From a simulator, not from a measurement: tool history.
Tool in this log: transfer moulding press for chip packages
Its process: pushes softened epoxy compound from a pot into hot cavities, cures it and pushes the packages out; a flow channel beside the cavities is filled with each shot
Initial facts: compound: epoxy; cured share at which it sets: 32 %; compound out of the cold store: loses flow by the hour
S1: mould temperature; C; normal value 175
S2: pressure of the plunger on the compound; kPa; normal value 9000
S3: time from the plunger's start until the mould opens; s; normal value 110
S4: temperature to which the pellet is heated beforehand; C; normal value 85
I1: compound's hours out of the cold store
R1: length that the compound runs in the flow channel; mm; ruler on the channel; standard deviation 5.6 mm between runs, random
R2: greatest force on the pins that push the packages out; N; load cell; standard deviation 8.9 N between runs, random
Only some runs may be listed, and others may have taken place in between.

run 1 hour=0 | S1=175 S2=9000 S3=110 S4=85 | I1=16.6 | R1=593 R2=539
run 2 hour=7 | S1=175 S2=9000 S3=110 S4=85 | I1=10.3 | R1=608 R2=585
run 3 hour=15.9 | S1=175 S2=9000 S3=110 S4=85 | I1=12.8 | R1=609 R2=582
run 4 hour=21.1 | S1=175 S2=9000 S3=110 S4=85 | I1=30.9 | R1=585 R2=625
run 5 hour=29.7 | S1=175 S2=10920 S3=110 S4=85 | I1=40.6 | R1=623 R2=640
run 6 hour=34.9 | S1=176 S2=9370 S3=133 S4=76 | I1=28.1 | R1=589 R2=533
run 7 hour=43.8 | S1=175 S2=7830 S3=140 S4=93 | I1=27.9 | R1=530 R2=567
run 8 hour=51.5 | S1=175 S2=7830 S3=140 S4=93 | I1=29.2 | R1=535 R2=564
run 9 hour=60.1 | S1=175 S2=7830 S3=140 S4=93 | I1=24.2 | R1=540 R2=600
-- hour=70.1 cavities cleaned with cleaning compound and waxed
run 10 hour=70.9 | S1=175 S2=9310 S3=110 S4=85 | I1=47.4 | R1=560 R2=417

5 options for the next run, each taken on its own from the tool as it stands now. Forecast them:
run A hour=78.1 | S1=175 S2=8040 S3=110 S4=85 | I1=41.8 | R1=? R2=?
run B hour=78.1 | S1=175 S2=9310 S3=110 S4=85 | I1=29.4 | R1=? R2=?
run C hour=78.1 | S1=181 S2=9000 S3=98 S4=87 | I1=19.7 | R1=? R2=?
run D hour=78.1 | S1=175 S2=9000 S3=110 S4=81 | I1=20 | R1=? R2=?
run E hour=78.1 | S1=182 S2=9310 S3=110 S4=79 | I1=38.8 | R1=? R2=?

run=A R1=530 R2=450
run=B R1=577 R2=447
run=C R1=571 R2=439
run=D R1=589 R2=449
run=E R1=557 R2=383
Without the tool's unlogged condition, the same runs would have read:
run=A R1=542 R2=391
run=B R1=591 R2=389
run=C R1=584 R2=383
run=D R1=602 R2=391
run=E R1=569 R2=332
